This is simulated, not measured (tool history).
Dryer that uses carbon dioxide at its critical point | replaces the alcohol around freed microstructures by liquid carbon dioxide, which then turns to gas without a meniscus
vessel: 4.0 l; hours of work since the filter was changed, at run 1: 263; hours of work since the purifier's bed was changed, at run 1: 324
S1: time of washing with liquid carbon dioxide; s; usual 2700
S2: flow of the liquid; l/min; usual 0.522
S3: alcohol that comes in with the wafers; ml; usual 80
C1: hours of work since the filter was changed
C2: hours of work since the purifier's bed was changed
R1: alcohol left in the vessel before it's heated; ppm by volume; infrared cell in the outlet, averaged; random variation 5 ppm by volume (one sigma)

run,hour,S1,S2,S3,C1,C2,R1
1,0,2700,0.522,80,263,324,127
2,12,2700,0.426,80,270,331,358
3,22.5,2700,0.426,80,277,338,347
4,34.9,2700,0.426,80,284,345,351
5,43.6,2700,0.847,80,289,350,22
6,53.2,2700,0.522,80,295,356,139
7,63.7,2700,0.522,80,301,362,140
8,73.5,2700,0.742,80,307,368,31
9,86.2,3420,0.623,80,314,375,31
10,101.3,2340,0.318,72,323,384,1380
11,111.9,2340,0.318,72,329,390,1374
12,126.2,2340,0.318,25,338,399,487
13,141.5,1740,0.572,25,347,408,200
14,148.7,2700,0.464,30,351,412,112
15,163.4,2700,0.464,30,360,421,122
16,170.4,3240,0.516,80,364,425,81

4 ways to go on from here, each from the tool as it stands after run 16. What would each give?
A,185.4,3900,0.818,46,373,434,?
B,185.4,3240,0.367,112,373,434,?
C,185.4,2880,0.57,80,373,434,?
D,185.4,2580,0.626,32,373,434,?

run,R1
A,29
B,503
C,85
D,53
Without the tool's hidden state the same runs would have given:
run,R1
A,8
B,314
C,39
D,21

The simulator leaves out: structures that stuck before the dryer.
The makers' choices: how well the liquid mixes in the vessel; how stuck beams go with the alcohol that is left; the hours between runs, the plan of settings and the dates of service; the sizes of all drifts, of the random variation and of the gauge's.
